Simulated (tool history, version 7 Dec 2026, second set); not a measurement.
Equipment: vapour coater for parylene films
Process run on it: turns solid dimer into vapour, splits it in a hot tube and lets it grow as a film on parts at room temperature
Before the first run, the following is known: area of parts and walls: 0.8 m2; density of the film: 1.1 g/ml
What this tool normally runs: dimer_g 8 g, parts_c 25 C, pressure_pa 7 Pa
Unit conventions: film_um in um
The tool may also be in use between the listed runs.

run 1 day=0 | dimer_g=8 parts_c=25 pressure_pa=7 | film_um=6.34
run 2 day=0.867 | dimer_g=8 parts_c=25 pressure_pa=7 | film_um=6.36
run 3 day=1.571 | dimer_g=8 parts_c=25 pressure_pa=7 | film_um=6.32
run 4 day=2.821 | dimer_g=8 parts_c=25 pressure_pa=7 | film_um=6.23
run 5 day=3.388 | dimer_g=14 parts_c=25 pressure_pa=7 | film_um=10.99
run 6 day=4.317 | dimer_g=14 parts_c=25 pressure_pa=7 | film_um=10.98
run 7 day=5.012 | dimer_g=14 parts_c=25 pressure_pa=10.46 | film_um=10.22
run 8 day=6.183 | dimer_g=8 parts_c=19 pressure_pa=7 | film_um=8.18
run 9 day=7.179 | dimer_g=8 parts_c=19 pressure_pa=7 | film_um=8.19
run 10 day=8.058 | dimer_g=8 parts_c=19 pressure_pa=7 | film_um=8.13
run 11 day=9.029 | dimer_g=8 parts_c=25 pressure_pa=7 | film_um=6.05
run 12 day=10.4 | dimer_g=8 parts_c=25 pressure_pa=7 | film_um=6.02
run 13 day=11.425 | dimer_g=8 parts_c=25 pressure_pa=7 | film_um=5.99
run 14 day=12.283 | dimer_g=8 parts_c=19 pressure_pa=4.96 | film_um=7.75
run 15 day=13.646 | dimer_g=8 parts_c=30 pressure_pa=3.16 | film_um=4.92
run 16 day=14.533 | dimer_g=4 parts_c=31 pressure_pa=9.58 | film_um=2.01
run 17 day=15.596 | dimer_g=4 parts_c=31 pressure_pa=9.58 | film_um=1.97
run 18 day=16.642 | dimer_g=12 parts_c=34 pressure_pa=5.57 | film_um=6.56
run 19 day=17.938 | dimer_g=12 parts_c=34 pressure_pa=2.01 | film_um=7.44
run 20 day=18.654 | dimer_g=5 parts_c=34 pressure_pa=9.9 | film_um=2.47
run 21 day=19.4 | dimer_g=8 parts_c=19 pressure_pa=2.4 | film_um=8.75
run 22 day=20.196 | dimer_g=8 parts_c=19 pressure_pa=4.08 | film_um=8.71
run 23 day=21.108 | dimer_g=8 parts_c=19 pressure_pa=4.08 | film_um=8.52

Put back what was entered between runs (2 entries, withheld): which listed runs does each sit between, and how does the hidden state differ from the listed run before to the listed run after?
Between runs 13 and 14: trap's valve overhauled (day 11.708)
  vapour lost through the trap's worn valve, %: 7.4 -> 12.8
  difference, measured minus the result without the unlogged condition, film_um: -0.42 -> -1.14 um
Between runs 17 and 18: trap's valve overhauled, once more (day 16.617)
  vapour lost through the trap's worn valve, %: 14.7 -> 0.5; true temperature of the parts over the reading, C: -0.24 -> -0.25
  difference, measured minus the result without the unlogged condition, film_um: -0.32 -> +0.04 um

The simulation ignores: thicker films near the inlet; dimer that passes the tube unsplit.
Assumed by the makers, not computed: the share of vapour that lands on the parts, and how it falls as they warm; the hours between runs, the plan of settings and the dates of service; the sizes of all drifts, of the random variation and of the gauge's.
